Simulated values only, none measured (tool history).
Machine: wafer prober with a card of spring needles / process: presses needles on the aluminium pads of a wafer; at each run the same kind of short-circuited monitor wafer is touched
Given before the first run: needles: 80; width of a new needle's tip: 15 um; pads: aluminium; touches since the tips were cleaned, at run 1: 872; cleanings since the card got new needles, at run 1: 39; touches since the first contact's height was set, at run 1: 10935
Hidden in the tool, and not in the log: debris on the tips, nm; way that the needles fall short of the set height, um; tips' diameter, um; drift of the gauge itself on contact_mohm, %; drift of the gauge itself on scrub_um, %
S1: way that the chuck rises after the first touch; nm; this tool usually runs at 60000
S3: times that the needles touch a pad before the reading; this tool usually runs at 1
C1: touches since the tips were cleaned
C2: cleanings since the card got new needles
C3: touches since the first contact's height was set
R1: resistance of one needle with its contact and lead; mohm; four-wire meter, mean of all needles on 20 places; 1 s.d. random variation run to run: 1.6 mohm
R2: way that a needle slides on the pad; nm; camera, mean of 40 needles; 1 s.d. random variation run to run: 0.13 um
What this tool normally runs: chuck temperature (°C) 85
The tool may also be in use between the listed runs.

{"run": 1, "hour": 0.0, "S1": 60000, "chuck temperature (°C)": 85, "S3": 1, "C1": 872, "C2": 39, "C3": 10935, "R1": 202, "R2": 14470}
{"run": 2, "hour": 4.4, "S1": 60000, "chuck temperature (°C)": 85, "S3": 1, "C1": 2481, "C2": 39, "C3": 12544, "R1": 250, "R2": 14160}
{"hour": 5.4, "done": "tips cleaned on abrasive film"}
{"hour": 13.7, "done": "tips cleaned on abrasive film"}
{"run": 3, "hour": 14.5, "S1": 60000, "chuck temperature (°C)": 100, "S3": 1, "C1": 306, "C2": 41, "C3": 16167, "R1": 178, "R2": 14250}
{"run": 4, "hour": 19.7, "S1": 60000, "chuck temperature (°C)": 85, "S3": 2, "C1": 2189, "C2": 41, "C3": 18050, "R1": 206, "R2": 14480}
{"hour": 21.3, "done": "tips cleaned on abrasive film"}
{"run": 5, "hour": 23.9, "S1": 60000, "chuck temperature (°C)": 85, "S3": 2, "C1": 975, "C2": 42, "C3": 19565, "R1": 183, "R2": 14190}
{"hour": 29.0, "done": "tips cleaned on abrasive film"}
{"run": 6, "hour": 34.1, "S1": 62000, "chuck temperature (°C)": 35, "S3": 2, "C1": 1857, "C2": 43, "C3": 23231, "R1": 192, "R2": 14670}
{"hour": 37.2, "done": "tips cleaned on abrasive film"}
{"run": 7, "hour": 39.2, "S1": 73000, "chuck temperature (°C)": 113, "S3": 1, "C1": 752, "C2": 44, "C3": 25076, "R1": 181, "R2": 17410}
{"hour": 45.3, "done": "tips cleaned on abrasive film"}
{"run": 8, "hour": 49.1, "S1": 73000, "chuck temperature (°C)": 85, "S3": 1, "C1": 1416, "C2": 45, "C3": 28656, "R1": 199, "R2": 17300}

Expected results for the next run?
{"hour": 52.9, "done": "tips cleaned on abrasive film"}
{"run": 9, "hour": 57.9, "S1": 78000, "chuck temperature (°C)": 32, "S3": 1, "C1": 1816, "C2": 46, "C3": 31803, "R1": "?", "R2": "?"}

R1: 194 mohm
R2: 18630 nm
With the hidden condition absent and the run-to-run variation left alone, this run would have shown R1 139 mohm, R2 18860 nm.
